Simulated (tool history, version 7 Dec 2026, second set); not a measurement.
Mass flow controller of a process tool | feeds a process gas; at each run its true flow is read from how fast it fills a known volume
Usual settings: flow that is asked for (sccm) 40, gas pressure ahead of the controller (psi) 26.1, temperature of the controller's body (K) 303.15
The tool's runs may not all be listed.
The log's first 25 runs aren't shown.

run    hour  flow that is asked for (sccm)  gas pressure ahead of the controller (psi)  temperature of the controller's body (K)  true flow (%)
 26  5432.4                             37                                        36.8                                    294.15         102.75
 27  5687.1                             37                                        36.8                                    294.15         102.81
 28  5851.9                             40                                        26.1                                    307.15         102.03
 29  5981.4                             24                                        26.1                                    310.15         100.92
 30  6152.6                             15                                        25.1                                    303.15         100.50
     6318.6  -- controller exchanged for a calibrated one
 31  6420.6                             15                                        30.6                                    303.15          99.18
 32  6622.9                             15                                        30.6                                    303.15          99.05
 33  6780.3                             25                                        21.3                                    310.15          98.89

Forecast each of these 5 alternatives for the next run:
  A  7012.9                             15                                        21.6                                    303.15              ?
  B  7012.9                             25                                        26.3                                    297.15              ?
  C  7012.9                             25                                        21.3                                    302.15              ?
  D  7012.9                             15                                        21.3                                    298.15              ?
  E  7012.9                             14                                        34.2                                    303.15              ?

run  true flow (%)
  A          99.41
  B         100.04
  C          99.71
  D          99.89
  E          98.90
Without the tool's hidden state the same runs would have given:
run  true flow (%)
  A          99.57
  B         100.05
  C          99.72
  D         100.05
  E          99.08
